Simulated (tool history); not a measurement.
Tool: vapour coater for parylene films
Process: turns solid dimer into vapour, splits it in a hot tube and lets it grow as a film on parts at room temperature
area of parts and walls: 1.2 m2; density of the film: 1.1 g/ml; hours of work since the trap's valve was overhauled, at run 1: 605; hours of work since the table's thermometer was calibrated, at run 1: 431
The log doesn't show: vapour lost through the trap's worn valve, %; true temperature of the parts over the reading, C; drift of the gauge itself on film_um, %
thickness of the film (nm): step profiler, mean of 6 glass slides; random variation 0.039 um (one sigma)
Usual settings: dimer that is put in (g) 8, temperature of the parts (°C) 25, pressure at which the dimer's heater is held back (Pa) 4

| run | hour | dimer that is put in (g) | temperature of the parts (°C) | pressure at which the dimer's heater is held back (Pa) | hours of work since the trap's valve was overhauled | hours of work since the table's thermometer was calibrated | thickness of the film (nm) |
|---|---|---|---|---|---|---|---|
| 1 | 0 | 8 | 25 | 4 | 605 | 431 | 4120 |
| 2 | 24 | 8 | 25 | 4 | 621 | 447 | 4200 |
| 3 | 45.9 | 8 | 25 | 4 | 636 | 462 | 4160 |
|  | 53.6 | trap's valve overhauled |
| 4 | 67.6 | 8 | 25 | 4 | 9 | 474 | 4250 |
| 5 | 79.4 | 8 | 25 | 4 | 18 | 482 | 4220 |
| 6 | 102.3 | 8 | 25 | 4 | 33 | 498 | 4120 |
| 7 | 121.7 | 8 | 25 | 4 | 46 | 511 | 4170 |
| 8 | 133 | 8 | 25 | 4 | 54 | 518 | 4120 |
| 9 | 146.4 | 8 | 25 | 4 | 63 | 528 | 4150 |
| 10 | 157.6 | 8 | 25 | 4 | 71 | 535 | 4200 |
| 11 | 168.3 | 8 | 25 | 4 | 78 | 542 | 4150 |
| 12 | 189.5 | 8 | 25 | 2.29 | 92 | 557 | 4370 |
| 13 | 205.3 | 8 | 25 | 4 | 103 | 568 | 4140 |
| 14 | 219.6 | 8 | 25 | 4 | 113 | 577 | 4180 |
| 15 | 239.4 | 8 | 25 | 4 | 126 | 591 | 4180 |
| 16 | 264.5 | 8 | 25 | 4 | 144 | 608 | 4220 |
| 17 | 282.4 | 8 | 25 | 4 | 156 | 620 | 4160 |
| 18 | 298.2 | 8 | 25 | 4 | 166 | 631 | 4160 |
| 19 | 318.6 | 14 | 25 | 4 | 180 | 645 | 7340 |
| 20 | 340.8 | 14 | 26 | 4 | 195 | 660 | 7000 |
| 21 | 358.6 | 9 | 18 | 9.68 | 208 | 672 | 6420 |
| 22 | 369.9 | 9 | 18 | 9.68 | 215 | 680 | 6360 |
| 23 | 389.5 | 9 | 18 | 9.68 | 229 | 693 | 6240 |
| 24 | 402.2 | 11 | 25 | 8.05 | 237 | 702 | 5460 |
| 25 | 424 | 11 | 25 | 8.05 | 252 | 717 | 5500 |
| 26 | 446.7 | 8 | 25 | 3.13 | 268 | 732 | 4190 |
| 27 | 471.6 | 9 | 25 | 3.13 | 285 | 749 | 4750 |
| 28 | 484.9 | 9 | 29 | 4.38 | 294 | 758 | 3830 |
| 29 | 504.8 | 8 | 25 | 2.91 | 307 | 771 | 4160 |
| 30 | 525.4 | 9 | 25 | 5.74 | 321 | 786 | 4620 |
| 31 | 549.4 | 9 | 25 | 5.74 | 337 | 802 | 4610 |
|  | 566.8 | table's thermometer calibrated |
| 32 | 567.7 | 9 | 25 | 5.74 | 349 | 1 | 4560 |
| 33 | 584.6 | 8 | 21 | 6.16 | 361 | 12 | 4960 |
| 34 | 599.3 | 11 | 23 | 2.71 | 371 | 22 | 6500 |
| 35 | 613.2 | 12 | 23 | 4 | 380 | 32 | 6920 |

4 ways to go on from here, each from the tool as it stands after run 35. What would each give?
| A | 625.3 | 4 | 24 | 2.19 | 388 | 40 | ? |
| B | 625.3 | 13 | 21 | 4.22 | 388 | 40 | ? |
| C | 625.3 | 12 | 25 | 2.18 | 388 | 40 | ? |
| D | 625.3 | 8 | 37 | 4 | 388 | 40 | ? |

| run | thickness of the film (nm) |
|---|---|
| A | 2220 |
| B | 8150 |
| C | 6570 |
| D | 2300 |
Without the tool's hidden state the same runs would have given:
| run | thickness of the film (nm) |
|---|---|
| A | 2230 |
| B | 8180 |
| C | 6590 |
| D | 2310 |

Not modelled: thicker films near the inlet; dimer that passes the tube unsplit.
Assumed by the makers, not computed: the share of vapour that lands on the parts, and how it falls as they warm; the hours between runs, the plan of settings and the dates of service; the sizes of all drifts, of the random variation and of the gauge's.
